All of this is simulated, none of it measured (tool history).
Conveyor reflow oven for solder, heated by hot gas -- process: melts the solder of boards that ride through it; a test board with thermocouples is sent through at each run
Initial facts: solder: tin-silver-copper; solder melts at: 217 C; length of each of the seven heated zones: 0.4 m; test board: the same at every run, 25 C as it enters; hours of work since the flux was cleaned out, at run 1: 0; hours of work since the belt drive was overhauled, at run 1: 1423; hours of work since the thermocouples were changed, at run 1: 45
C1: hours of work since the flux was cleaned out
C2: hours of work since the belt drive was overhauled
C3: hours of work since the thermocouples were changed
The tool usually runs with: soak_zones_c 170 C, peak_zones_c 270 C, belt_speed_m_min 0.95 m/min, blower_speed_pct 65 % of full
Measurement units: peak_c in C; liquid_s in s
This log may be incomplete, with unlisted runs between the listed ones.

run 1 hour=0 | soak_zones_c=170 peak_zones_c=270 belt_speed_m_min=0.95 blower_speed_pct=65 | C1=0 C2=1423 C3=45 | peak_c=251.9 liquid_s=37.8
run 2 hour=56.9 | soak_zones_c=170 peak_zones_c=270 belt_speed_m_min=0.95 blower_speed_pct=65 | C1=33 C2=1456 C3=78 | peak_c=251.5 liquid_s=37.4
run 3 hour=126.4 | soak_zones_c=170 peak_zones_c=270 belt_speed_m_min=0.792 blower_speed_pct=65 | C1=72 C2=1496 C3=118 | peak_c=256.9 liquid_s=49.5
-- hour=171.1 belt drive overhauled, speed set with a stopwatch
run 4 hour=192.3 | soak_zones_c=170 peak_zones_c=270 belt_speed_m_min=0.792 blower_speed_pct=65 | C1=108 C2=12 C3=153 | peak_c=255.8 liquid_s=46.4
run 5 hour=268 | soak_zones_c=170 peak_zones_c=270 belt_speed_m_min=1.081 blower_speed_pct=65 | C1=151 C2=56 C3=197 | peak_c=243.9 liquid_s=26.9
run 6 hour=309.9 | soak_zones_c=182 peak_zones_c=270 belt_speed_m_min=0.95 blower_speed_pct=65 | C1=175 C2=80 C3=221 | peak_c=251.3 liquid_s=38.9
run 7 hour=388.3 | soak_zones_c=170 peak_zones_c=270 belt_speed_m_min=0.95 blower_speed_pct=83 | C1=220 C2=125 C3=266 | peak_c=252.8 liquid_s=37.4
-- hour=441.1 flux residue cleaned out of gas plates and filters
run 8 hour=459.9 | soak_zones_c=170 peak_zones_c=270 belt_speed_m_min=0.95 blower_speed_pct=65 | C1=11 C2=163 C3=304 | peak_c=250.1 liquid_s=35.8
run 9 hour=523.6 | soak_zones_c=170 peak_zones_c=270 belt_speed_m_min=0.95 blower_speed_pct=79 | C1=47 C2=199 C3=340 | peak_c=253.6 liquid_s=37.7
run 10 hour=561.6 | soak_zones_c=176 peak_zones_c=270 belt_speed_m_min=0.95 blower_speed_pct=65 | C1=69 C2=221 C3=362 | peak_c=250.6 liquid_s=37.1
run 11 hour=623.5 | soak_zones_c=165 peak_zones_c=279 belt_speed_m_min=0.958 blower_speed_pct=65 | C1=105 C2=257 C3=398 | peak_c=255.8 liquid_s=36.8
run 12 hour=664.3 | soak_zones_c=170 peak_zones_c=270 belt_speed_m_min=0.777 blower_speed_pct=54 | C1=128 C2=280 C3=421 | peak_c=252.9 liquid_s=45.7
run 13 hour=702.6 | soak_zones_c=170 peak_zones_c=270 belt_speed_m_min=1.117 blower_speed_pct=54 | C1=150 C2=302 C3=443 | peak_c=238 liquid_s=21.7
run 14 hour=750.7 | soak_zones_c=159 peak_zones_c=267 belt_speed_m_min=1.063 blower_speed_pct=58 | C1=178 C2=329 C3=471 | peak_c=236.2 liquid_s=20.5
run 15 hour=823.6 | soak_zones_c=172 peak_zones_c=270 belt_speed_m_min=1.091 blower_speed_pct=69 | C1=219 C2=371 C3=512 | peak_c=244.9 liquid_s=27.8
-- hour=875.9 flux residue cleaned out of gas plates and filters
run 16 hour=875.9 | soak_zones_c=172 peak_zones_c=259 belt_speed_m_min=0.791 blower_speed_pct=69 | C1=0 C2=398 C3=540 | peak_c=246.7 liquid_s=43.3
run 17 hour=953.1 | soak_zones_c=170 peak_zones_c=270 belt_speed_m_min=1.074 blower_speed_pct=58 | C1=44 C2=443 C3=584 | peak_c=242.2 liquid_s=26

Run 18 has not been measured yet. What should we expect?
run 18 hour=1024.6 | soak_zones_c=170 peak_zones_c=270 belt_speed_m_min=1.074 blower_speed_pct=58 | C1=85 C2=484 C3=625 | peak_c=? liquid_s=?

For run 18 the tool returned peak_c 241.7 C, liquid_s 25.6 s.
With no hidden state in the tool, this same run would have given peak_c 243.2 C, liquid_s 26.2 s.
